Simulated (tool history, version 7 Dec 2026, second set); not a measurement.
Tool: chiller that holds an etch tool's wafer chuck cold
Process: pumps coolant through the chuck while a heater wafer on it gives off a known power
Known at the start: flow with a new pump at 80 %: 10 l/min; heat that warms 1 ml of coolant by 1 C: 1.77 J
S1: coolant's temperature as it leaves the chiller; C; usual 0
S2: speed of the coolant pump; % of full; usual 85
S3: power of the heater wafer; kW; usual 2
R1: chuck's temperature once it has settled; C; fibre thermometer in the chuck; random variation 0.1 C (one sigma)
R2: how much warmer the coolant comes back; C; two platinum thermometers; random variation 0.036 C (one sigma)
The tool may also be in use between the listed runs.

run    hour  S1  S2     S3    R1    R2
  1       0   0  85      2  20.8  6.57
  2   134.5   0  85   2.82  29.4  9.29
  3   296.4   0  85   2.82  29.7  9.36
  4   436.5   0  91      2  20.1  6.13
  5   559.6   0  91      2  20.2  6.18
  6   724.4   0  91      2  20.2  6.18
  7   864.3   0  91      2  20.3  6.17
  8   960.6   0  93      2    20  6.11
  9  1145.3   0  93      2  20.2  6.09
 10    1277   0  93      2  20.3  6.13
 11  1436.8   0  93      2  20.3  6.06
 12  1538.7   0  92      2  20.5  6.21
 13    1729   0  64      2  25.9   9.2
 14  1871.4   0  64      2  25.9  9.23
 15  2003.9   0  64      2  26.1  9.16
 16  2152.8   0  85  2.174    24  7.36
 17  2269.8   0  85  1.127  12.1  3.88
     2291.4  -- coolant pump overhauled
 18  2430.7   0  85  1.127  12.6  3.94
     2469.6  -- chiller's thermometer calibrated
 19  2509.3   5  85      2  27.8  7.02
 20  2640.1  -8  73      2  17.2  8.35
 21  2830.9   8  70      2    34  8.68
 22  2908.7  -9  85  2.364  18.2  8.33
 23  2990.4   8  77      2  32.6  7.82
 24  3173.6  -5  86      2  18.3  7.04
 25    3296   0  85  1.349  15.6  4.81
     3412.9  -- coolant pump overhauled, once more
 26  3472.1   0  85  1.349  14.8  4.33
 27  3585.7  -7  72      2  17.5   7.7
 28  3775.6   0  62  1.164  15.6  5.33
 29  3938.4  -2  74  1.164  12.2   4.4
 30  4061.7  -6  85  2.456  21.6  7.93

Forecast each of these 4 alternatives for the next run:
  A  4241.3  -1  70  2.315   ?   ?
  B  4241.3   9  87      2   ?   ?
  C  4241.3   8  82      2   ?   ?
  D  4241.3   0  61  1.055   ?   ?

run    R1    R2
  A  28.4  9.29
  B  31.3  6.35
  C  31.1  6.73
  D  14.5   4.9
Without the tool's hidden state the same runs would have given:
run    R1    R2
  A  24.4   9.1
  B  28.2  6.22
  C  27.9  6.59
  D  12.6   4.8

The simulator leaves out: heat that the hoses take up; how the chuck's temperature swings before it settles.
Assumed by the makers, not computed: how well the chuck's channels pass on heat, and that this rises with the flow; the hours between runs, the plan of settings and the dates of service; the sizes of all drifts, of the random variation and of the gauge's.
